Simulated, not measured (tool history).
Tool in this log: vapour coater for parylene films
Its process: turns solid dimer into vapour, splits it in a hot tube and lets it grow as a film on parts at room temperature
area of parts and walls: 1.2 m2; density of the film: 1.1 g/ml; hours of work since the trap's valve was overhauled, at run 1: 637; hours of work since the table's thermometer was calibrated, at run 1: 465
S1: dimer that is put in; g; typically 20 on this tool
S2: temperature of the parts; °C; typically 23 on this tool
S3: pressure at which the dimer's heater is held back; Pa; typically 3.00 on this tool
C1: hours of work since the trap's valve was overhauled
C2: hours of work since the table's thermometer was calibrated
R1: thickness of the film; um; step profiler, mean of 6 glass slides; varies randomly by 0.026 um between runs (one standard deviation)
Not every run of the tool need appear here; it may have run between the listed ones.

run    hour  S1  S2     S3   C1    C2     R1
  1     0.0  20  23   3.00  637   465   9.35
  2    23.2   9  23   3.00  653   480   4.22
       31.6  -- trap's valve overhauled
  3    62.5   9  23   3.00   21   504   4.24
  4    90.8   9  23   3.00   40   524   4.20
  5   110.4  20  23   3.00   54   537   9.34
  6   141.4  20  23   3.00   75   558   9.34
  7   182.1  20  23   3.00  102   586   9.40
  8   227.4  20  19   3.00  133   617  11.03
  9   261.0  20  19   3.00  156   640  11.04
 10   298.0  20  19   3.00  181   665  11.03
 11   344.2  19  23   3.00  213   696   8.90
 12   386.0  19  23   3.00  241   725   8.93
 13   415.2  19  23   3.00  261   745   8.87
 14   451.2  20  20   3.00  286   769  10.55
 15   488.7  20  20   3.00  311   795  10.60
 16   524.3  20  23   3.00  336   819   9.37
 17   566.1  20  23   3.00  364   847   9.35
 18   602.1  20  23   3.00  389   872   9.37
 19   629.0  14  22  10.10  407   890   5.21
 20   674.7  14  22  10.10  438   921   5.26
 21   712.5  14  22  10.10  464   947   5.20
 22   759.3  35  28   6.78  496   979  11.19
 23   787.4  35  29   5.42  515   998  11.28
 24   815.2  10  33   2.56  534  1017   3.23
 25   848.2  10  33   2.56  556  1040   3.26
 26   876.9  18  33   2.56  576  1059   5.80
 27   920.1  15  23  11.21  605  1089   5.25
 28   947.1  29  18  11.21  624  1107  12.44
 29   975.9  29  18  11.21  643  1127  12.48
      995.5  -- trap's valve overhauled
 30  1009.6  19  21   2.99   10  1147   9.66
 31  1055.4  22  22   2.14   41  1178  11.55
 32  1087.4  20  17   3.00   63  1200  11.95
 33  1117.3  20  26  10.39   83  1220   6.32

5 options for the next run, each taken on its own from the tool as it stands now. Forecast them:
  A  1160.2  20  29   2.72  112  1249   ?
  B  1160.2  27  25  10.39  112  1249   ?
  C  1160.2  20  26   4.37  112  1249   ?
  D  1160.2  21  28   2.42  112  1249   ?
  E  1160.2  20  25   2.08  112  1249   ?

run    R1
  A  7.50
  B  8.82
  C  7.61
  D  8.40
  E  9.41
Without the tool's unlogged condition, the same runs would have read:
run    R1
  A  7.50
  B  8.83
  C  7.61
  D  8.40
  E  9.41
